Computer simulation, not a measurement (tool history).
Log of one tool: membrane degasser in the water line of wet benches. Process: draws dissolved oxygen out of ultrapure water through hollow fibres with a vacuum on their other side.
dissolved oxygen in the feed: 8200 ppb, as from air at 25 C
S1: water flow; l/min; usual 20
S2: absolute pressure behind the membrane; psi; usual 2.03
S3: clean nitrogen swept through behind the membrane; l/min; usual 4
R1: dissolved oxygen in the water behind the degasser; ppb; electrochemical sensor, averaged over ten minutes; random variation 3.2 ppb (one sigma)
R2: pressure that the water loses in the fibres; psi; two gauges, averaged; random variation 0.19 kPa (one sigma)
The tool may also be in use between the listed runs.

run    hour  S1    S2     S3     R1     R2
  1       0  20  2.03      4  320.3  5.968
  2    72.6  20  2.03      4  313.1  5.983
  3     159  20  2.03      4  317.9  5.942
  4   235.4  20  2.03      4    321  6.016
  5     284  22  2.03      4  394.9  6.566
  6   358.6  20  2.03      4  316.6  5.948
  7     442  20  2.03      4  322.9  5.992
  8   504.4  20  2.03      4  323.3  5.976
  9   552.3  20  2.03      4  314.8  6.028
 10   648.4  20  2.03   2.28  397.4   5.99
 11     710  20  2.03   2.28  400.1  5.986
 12   786.5  20  2.03   4.68  303.1   5.98
 13   873.2  20  2.03   4.68  300.7  5.923
 14   924.5  20  2.03      4  315.6  5.994
 15   997.7  20  2.03      4  315.1  5.992
 16    1072  20  2.03      4  318.5  6.023
 17  1121.9  14  1.29      4  102.8  4.179
 18  1173.4  24  1.71   2.38  513.1  7.204
 19  1242.3  24  1.71   2.38  509.6  7.172
 20  1282.5  24  2.67   9.44  410.8  7.165
 21  1347.9  20  2.87   9.29  277.3  6.002
 22  1420.3  17  2.84   6.46    218  5.068
 23  1489.7  17  3.02   3.84  295.7  5.094
 24  1563.3  17  3.02   3.84    299  5.071
 25  1646.6  17  3.02   3.84  300.1  5.105
 26  1697.3  17  3.02   3.84  300.1  5.086
 27  1756.7  13  2.03   2.37  183.5  3.841
 28  1836.9  16  2.35    5.8  182.1  4.807
     1854.9  -- seals of the vacuum lines changed
 29  1900.1  20  2.65   2.95    424  5.994
 30  1943.4  20  4.32   4.46  464.3  5.986
 31  1987.9  20  3.92   3.59    497   5.98
 32  2071.9  23  4.22  11.32  404.3  6.875

4 ways to go on from here, each from the tool as it stands after run 32. What would each give?
  A  2115.5  22  1.33   7.08   ?   ?
  B  2115.5  31  4.22  11.32   ?   ?
  C  2115.5  16  3.34   4.82   ?   ?
  D  2115.5  32  2.03   6.65   ?   ?

run     R1     R2
  A  305.6  6.538
  B  746.1  9.285
  C  250.7  4.772
  D  738.7  9.625
Without the tool's hidden state the same runs would have given:
run     R1     R2
  A  304.9  6.534
  B  744.9  9.278
  C  250.4  4.769
  D  737.5  9.617

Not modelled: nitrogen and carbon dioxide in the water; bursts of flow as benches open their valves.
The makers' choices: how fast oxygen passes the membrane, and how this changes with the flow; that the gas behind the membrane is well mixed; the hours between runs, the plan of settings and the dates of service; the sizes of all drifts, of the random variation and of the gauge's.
